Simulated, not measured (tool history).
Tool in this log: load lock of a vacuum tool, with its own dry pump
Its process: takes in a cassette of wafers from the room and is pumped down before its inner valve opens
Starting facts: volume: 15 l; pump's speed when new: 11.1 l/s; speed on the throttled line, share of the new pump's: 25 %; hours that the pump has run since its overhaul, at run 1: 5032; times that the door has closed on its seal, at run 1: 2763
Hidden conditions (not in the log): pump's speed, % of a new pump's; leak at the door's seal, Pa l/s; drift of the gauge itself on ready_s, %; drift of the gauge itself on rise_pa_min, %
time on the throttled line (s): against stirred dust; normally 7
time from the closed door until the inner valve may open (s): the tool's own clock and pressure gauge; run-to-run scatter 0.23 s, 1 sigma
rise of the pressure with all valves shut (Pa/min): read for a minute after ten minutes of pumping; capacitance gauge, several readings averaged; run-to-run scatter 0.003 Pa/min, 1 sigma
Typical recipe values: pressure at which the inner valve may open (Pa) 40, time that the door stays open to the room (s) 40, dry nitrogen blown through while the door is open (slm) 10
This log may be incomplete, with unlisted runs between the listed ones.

run	hour	time on the throttled line (s)	pressure at which the inner valve may open (Pa)	time that the door stays open to the room (s)	dry nitrogen blown through while the door is open (slm)	hours that the pump has run since its overhaul	times that the door has closed on its seal	incoming humidity of the room's air, %	time from the closed door until the inner valve may open (s)	rise of the pressure with all valves shut (Pa/min)
1	0.0	7	40	40	10	5032	2763	44.6	16.8	0.053
2	315.4	7	40	40	10	5347	3420	46.0	16.8	0.058
3	493.8	7	40	40	10	5526	3792	44.5	16.6	0.054
4	642.6	7	40	40	10	5674	4102	46.5	16.6	0.055
5	795.5	7	40	40	10	5827	4421	46.8	16.4	0.061
6	996.7	7	40	40	10	6029	4841	42.2	17.4	0.056
7	1143.3	7	40	40	10	6175	5147	45.6	16.8	0.054
8	1473.3	7	40	40	10	6505	5835	45.5	16.7	0.058
9	1801.6	5	40	40	10	6833	6519	48.4	15.1	0.061
10	1951.5	7	40	40	10	6983	6832	42.6	17.0	0.052
11	2240.4	7	40	40	10	7272	7434	41.7	16.7	0.057
12	2568.6	6	40	40	10	7601	8118	47.4	16.4	0.073
13	2818.6	6	40	40	10	7850	8640	42.9	16.2	0.058
14	3021.9	7	40	43	10	8054	9063	41.6	16.8	0.063
15	3159.3	7	40	43	10	8191	9350	44.8	16.8	0.066
16	3386.7	7	40	40	10	8419	9824	46.7	17.2	0.074
17	3641.2	7	40	40	10	8673	10355	43.1	16.9	0.066
18	3922.2	7	40	40	10	8954	10941	44.3	17.2	0.063
19	4207.5	7	40	40	10	9239	11535	44.5	17.2	0.065
20	4515.7	5	40	72	10	9548	12178	45.8	16.0	0.090
21	4814.3	12	73	27	6	9846	12801	47.1	19.9	0.065
22	4983.2	12	73	76	6	10015	13153	48.6	20.2	0.101
23	5283.6	7	40	40	7	10315	13779	45.1	17.5	0.071
24	5552.2	7	76	133	10	10584	14339	42.8	16.8	0.112
25	5872.3	6	40	40	6	10904	15007	47.0	17.1	0.080
26	6171.6	6	40	40	6	11204	15631	43.4	17.1	0.081
27	6467.2	6	40	40	6	11499	16247	44.6	17.1	0.082
28	6651.9	6	40	40	6	11684	16632	43.7	16.9	0.084
29	6969.3	7	52	40	15	12001	17294	46.5	17.3	0.077
30	7117.1	7	52	40	10	12149	17602	45.6	17.2	0.083
31	7251.9	7	52	40	10	12284	17883	47.0	16.8	0.085
32	7568.3	7	79	219	10	12600	18543	43.2	16.4	0.162
33	7789.2	7	35	82	10	12821	19003	44.3	18.0	0.110
34	7980.8	7	50	40	10	13013	19403	44.3	17.4	0.087
35	8121.9	11	40	40	41	13154	19697	43.9	20.7	0.059
36	8412.1	7	40	28	34	13444	20302	48.7	17.6	0.069
37	8668.4	12	40	28	12	13700	20836	43.5	21.5	0.078

Some steps in time from the closed door until the inner valve may open (s), run to run, broken into two amounts with sign: the step expected even without the hidden condition (settings, incoming material, random variation), and the rest, left for the hidden condition together with whatever gauge scatter is not in both the measured and the hidden-condition-free result:
Run 20 -> 21: time on the throttled line (s) 5 -> 12, pressure at which the inner valve may open (Pa) 40 -> 73, time that the door stays open to the room (s) 72 -> 27, dry nitrogen blown through while the door is open (slm) 10 -> 6. time from the closed door until the inner valve may open (s) +3.9: hidden state -0.3, all else +4.2.
Run 22 -> 23: time on the throttled line (s) 12 -> 7, pressure at which the inner valve may open (Pa) 73 -> 40, time that the door stays open to the room (s) 76 -> 40, dry nitrogen blown through while the door is open (slm) 6 -> 7. time from the closed door until the inner valve may open (s) -2.7: hidden state +0.3, all else -3.0.
Run 24 -> 25: time on the throttled line (s) 7 -> 6, pressure at which the inner valve may open (Pa) 76 -> 40, time that the door stays open to the room (s) 133 -> 40, dry nitrogen blown through while the door is open (slm) 10 -> 6. time from the closed door until the inner valve may open (s) +0.3: hidden state +0.3, all else +0.0.
Run 34 -> 35: time on the throttled line (s) 7 -> 11, pressure at which the inner valve may open (Pa) 50 -> 40, dry nitrogen blown through while the door is open (slm) 10 -> 41. time from the closed door until the inner valve may open (s) +3.3: hidden state -0.1, all else +3.4.
Run 36 -> 37: time on the throttled line (s) 7 -> 12, dry nitrogen blown through while the door is open (slm) 34 -> 12. time from the closed door until the inner valve may open (s) +3.9: hidden state -0.3, all else +4.2.
